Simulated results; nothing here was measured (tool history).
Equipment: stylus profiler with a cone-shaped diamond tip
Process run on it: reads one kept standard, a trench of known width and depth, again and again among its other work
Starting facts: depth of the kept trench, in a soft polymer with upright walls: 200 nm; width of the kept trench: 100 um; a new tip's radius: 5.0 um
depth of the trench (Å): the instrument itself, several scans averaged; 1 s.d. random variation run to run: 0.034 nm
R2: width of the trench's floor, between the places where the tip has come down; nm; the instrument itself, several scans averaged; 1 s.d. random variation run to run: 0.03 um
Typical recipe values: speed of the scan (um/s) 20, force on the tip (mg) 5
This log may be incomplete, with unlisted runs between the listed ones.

run 1 hour=0 | speed_of_the_scan_(um/s)=20 force_on_the_tip_(mg)=5 | depth_of_the_trench_(Å)=2055.3 R2=95420
run 2 hour=73.8 | speed_of_the_scan_(um/s)=50 force_on_the_tip_(mg)=5 | depth_of_the_trench_(Å)=2055.8 R2=95230
run 3 hour=133.7 | speed_of_the_scan_(um/s)=5 force_on_the_tip_(mg)=5 | depth_of_the_trench_(Å)=2055.7 R2=95240
run 4 hour=224.8 | speed_of_the_scan_(um/s)=8 force_on_the_tip_(mg)=5 | depth_of_the_trench_(Å)=2055.3 R2=95230
run 5 hour=341.1 | speed_of_the_scan_(um/s)=20 force_on_the_tip_(mg)=4.24 | depth_of_the_trench_(Å)=2049.2 R2=95110
run 6 hour=411 | speed_of_the_scan_(um/s)=20 force_on_the_tip_(mg)=4.24 | depth_of_the_trench_(Å)=2049 R2=95070
run 7 hour=516.2 | speed_of_the_scan_(um/s)=20 force_on_the_tip_(mg)=4.24 | depth_of_the_trench_(Å)=2048.8 R2=94980
run 8 hour=598.9 | speed_of_the_scan_(um/s)=20 force_on_the_tip_(mg)=4.24 | depth_of_the_trench_(Å)=2048 R2=94930
run 9 hour=717.6 | speed_of_the_scan_(um/s)=20 force_on_the_tip_(mg)=3.97 | depth_of_the_trench_(Å)=2046 R2=94830
run 10 hour=816.4 | speed_of_the_scan_(um/s)=20 force_on_the_tip_(mg)=3.97 | depth_of_the_trench_(Å)=2045.9 R2=94780
run 11 hour=931.4 | speed_of_the_scan_(um/s)=43 force_on_the_tip_(mg)=8.05 | depth_of_the_trench_(Å)=2074.4 R2=94730
run 12 hour=1007.5 | speed_of_the_scan_(um/s)=12 force_on_the_tip_(mg)=3.96 | depth_of_the_trench_(Å)=2049 R2=97100
run 13 hour=1108.6 | speed_of_the_scan_(um/s)=12 force_on_the_tip_(mg)=3.96 | depth_of_the_trench_(Å)=2047.8 R2=97030
run 14 hour=1219.7 | speed_of_the_scan_(um/s)=6 force_on_the_tip_(mg)=5.97 | depth_of_the_trench_(Å)=2063.3 R2=96910
run 15 hour=1332 | speed_of_the_scan_(um/s)=6 force_on_the_tip_(mg)=8.07 | depth_of_the_trench_(Å)=2076.5 R2=96840
run 16 hour=1416.3 | speed_of_the_scan_(um/s)=7 force_on_the_tip_(mg)=9.97 | depth_of_the_trench_(Å)=2089.1 R2=96690
run 17 hour=1497.6 | speed_of_the_scan_(um/s)=7 force_on_the_tip_(mg)=9.97 | depth_of_the_trench_(Å)=2087.9 R2=96600
run 18 hour=1558.1 | speed_of_the_scan_(um/s)=33 force_on_the_tip_(mg)=4.84 | depth_of_the_trench_(Å)=2053 R2=96530
run 19 hour=1631.6 | speed_of_the_scan_(um/s)=20 force_on_the_tip_(mg)=3.47 | depth_of_the_trench_(Å)=2042.6 R2=96440
run 20 hour=1749.5 | speed_of_the_scan_(um/s)=11 force_on_the_tip_(mg)=11.68 | depth_of_the_trench_(Å)=2098 R2=96260

Not shown: 1 entry that the log had between the listed runs. Between which runs, and how does the tool's hidden state differ before and after?
Runs 11 to 12: new tip fitted, height scale calibrated (hour 979.1)
  radius of the tip, um: 17.32 -> 5.19; height scale over the true one, %: -0.132 -> 0.024
  measured result minus the result with no hidden state, depth of the trench (Å): -2.7 -> +0.5; R2: -2450 -> -60 nm

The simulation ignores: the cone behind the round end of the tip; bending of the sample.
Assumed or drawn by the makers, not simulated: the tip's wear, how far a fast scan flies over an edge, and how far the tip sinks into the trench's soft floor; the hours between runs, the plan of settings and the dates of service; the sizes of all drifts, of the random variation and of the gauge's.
